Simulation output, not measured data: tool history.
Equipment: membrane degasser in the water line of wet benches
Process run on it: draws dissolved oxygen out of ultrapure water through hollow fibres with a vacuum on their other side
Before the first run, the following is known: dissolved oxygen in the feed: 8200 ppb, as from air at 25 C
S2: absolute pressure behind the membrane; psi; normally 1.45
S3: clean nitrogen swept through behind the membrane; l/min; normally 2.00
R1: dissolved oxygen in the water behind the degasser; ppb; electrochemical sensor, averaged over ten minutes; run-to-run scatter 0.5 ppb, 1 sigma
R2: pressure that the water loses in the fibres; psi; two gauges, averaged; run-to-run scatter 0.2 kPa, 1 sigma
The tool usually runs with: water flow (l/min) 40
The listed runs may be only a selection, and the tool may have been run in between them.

Run 1, hour 0.0: usual settings. Result: R1 296.5 ppb, R2 6.680 psi.
Run 2, hour 51.7: usual settings. Result: R1 296.3 ppb, R2 6.678 psi.
Run 3, hour 120.1: usual settings. Result: R1 297.2 ppb, R2 6.692 psi.
Run 4, hour 157.2: usual settings. Result: R1 296.7 ppb, R2 6.691 psi.
Run 5, hour 223.1: usual settings. Result: R1 296.5 ppb, R2 6.759 psi.
Run 6, hour 292.7: usual settings. Result: R1 296.7 ppb, R2 6.696 psi.
Run 7, hour 344.5: usual settings. Result: R1 296.8 ppb, R2 6.747 psi.
Run 8, hour 379.4: usual settings. Result: R1 297.0 ppb, R2 6.721 psi.
Run 9, hour 412.0: usual settings. Result: R1 296.5 ppb, R2 6.717 psi.
Run 10, hour 451.5: usual settings. Result: R1 297.8 ppb, R2 6.699 psi.
At hour 463.4: vacuum gauge calibrated.
Run 11, hour 516.8: usual settings but S2 2.13 psi. Result: R1 486.5 ppb, R2 6.673 psi.
Run 12, hour 548.9: usual settings but S2 2.13 psi. Result: R1 487.5 ppb, R2 6.692 psi.
Run 13, hour 589.8: usual settings but S2 2.13 psi. Result: R1 487.4 ppb, R2 6.669 psi.
Run 14, hour 635.4: usual settings but water flow (l/min) 53. Result: R1 376.1 ppb, R2 8.847 psi.
Run 15, hour 699.2: usual settings but water flow (l/min) 24. Result: R1 186.9 ppb, R2 3.973 psi.
Run 16, hour 746.3: usual settings but water flow (l/min) 63, S3 1.67 l/min. Result: R1 500.7 ppb, R2 10.578 psi.
Run 17, hour 790.5: usual settings but water flow (l/min) 44, S2 1.03 psi, S3 1.85 l/min. Result: R1 199.9 ppb, R2 7.407 psi.

Estimate the outcome of run 18 from the log above:
Run 18, hour 840.5: usual settings but water flow (l/min) 37, S2 2.00 psi, S3 1.85 l/min. Result: R1 ?, R2 ?.

R1: 452.1 ppb
R2: 6.284 psi
Had the tool carried no hidden state, the very same run would have given R1 452.5 ppb, R2 6.250 psi.
